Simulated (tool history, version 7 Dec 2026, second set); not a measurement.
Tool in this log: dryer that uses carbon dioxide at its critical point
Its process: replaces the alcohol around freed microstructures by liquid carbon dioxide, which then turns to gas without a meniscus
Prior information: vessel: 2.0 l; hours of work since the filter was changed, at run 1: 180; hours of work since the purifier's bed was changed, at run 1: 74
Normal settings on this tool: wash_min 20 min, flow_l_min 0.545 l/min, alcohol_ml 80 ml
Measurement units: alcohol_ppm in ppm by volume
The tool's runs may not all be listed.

| run | hour | wash_min | flow_l_min | alcohol_ml | hours of work since the filter was changed | hours of work since the purifier's bed was changed | alcohol_ppm |
|---|---|---|---|---|---|---|---|
| 1 | 0 | 20 | 0.545 | 80 | 180 | 74 | 351 |
| 2 | 16.9 | 20 | 0.545 | 80 | 193 | 86 | 356 |
| 3 | 27.1 | 20 | 0.545 | 80 | 200 | 93 | 358 |
| 4 | 39.9 | 20 | 0.399 | 80 | 210 | 103 | 1235 |
| 5 | 51.7 | 20 | 0.399 | 80 | 218 | 111 | 1286 |
| 6 | 69.6 | 12 | 0.545 | 80 | 231 | 125 | 2281 |
| 7 | 78.5 | 20 | 0.545 | 80 | 238 | 131 | 415 |
| 8 | 95.1 | 15 | 0.545 | 80 | 250 | 143 | 1230 |
| 9 | 110.7 | 20 | 0.545 | 80 | 261 | 155 | 430 |
| 10 | 120 | 19 | 0.545 | 80 | 268 | 161 | 541 |
| 11 | 135.5 | 19 | 0.484 | 80 | 280 | 173 | 884 |
| 12 | 148 | 20 | 0.545 | 28 | 289 | 182 | 224 |
| 13 | 163.4 | 20 | 0.545 | 28 | 300 | 193 | 238 |
| 14 | 177.1 | 20 | 0.545 | 28 | 310 | 203 | 255 |
| 15 | 193.5 | 25 | 0.408 | 76 | 322 | 215 | 650 |
| 16 | 201.4 | 25 | 0.408 | 76 | 328 | 221 | 646 |
| 17 | 214.8 | 21 | 0.703 | 29 | 338 | 231 | 152 |
| 18 | 228.4 | 20 | 0.37 | 35 | 348 | 241 | 951 |
| 19 | 241.8 | 20 | 0.37 | 35 | 358 | 251 | 947 |
| 20 | 249.5 | 20 | 0.499 | 80 | 363 | 256 | 770 |
| 21 | 266.8 | 20 | 0.499 | 80 | 376 | 269 | 795 |
| 22 | 280.7 | 12 | 0.507 | 110 | 386 | 279 | 4643 |

3 options for the next run, each taken on its own from the tool as it stands now. Forecast them:
| A | 295.7 | 20 | 0.545 | 23 | 397 | 290 | ? |
| B | 295.7 | 20 | 0.556 | 80 | 397 | 290 | ? |
| C | 295.7 | 12 | 0.579 | 110 | 397 | 290 | ? |

| run | alcohol_ppm |
|---|---|
| A | 285 |
| B | 579 |
| C | 3313 |
With the hidden condition removed and each run's random variation left untouched, the same runs would have given:
| run | alcohol_ppm |
|---|---|
| A | 62 |
| B | 200 |
| C | 1946 |

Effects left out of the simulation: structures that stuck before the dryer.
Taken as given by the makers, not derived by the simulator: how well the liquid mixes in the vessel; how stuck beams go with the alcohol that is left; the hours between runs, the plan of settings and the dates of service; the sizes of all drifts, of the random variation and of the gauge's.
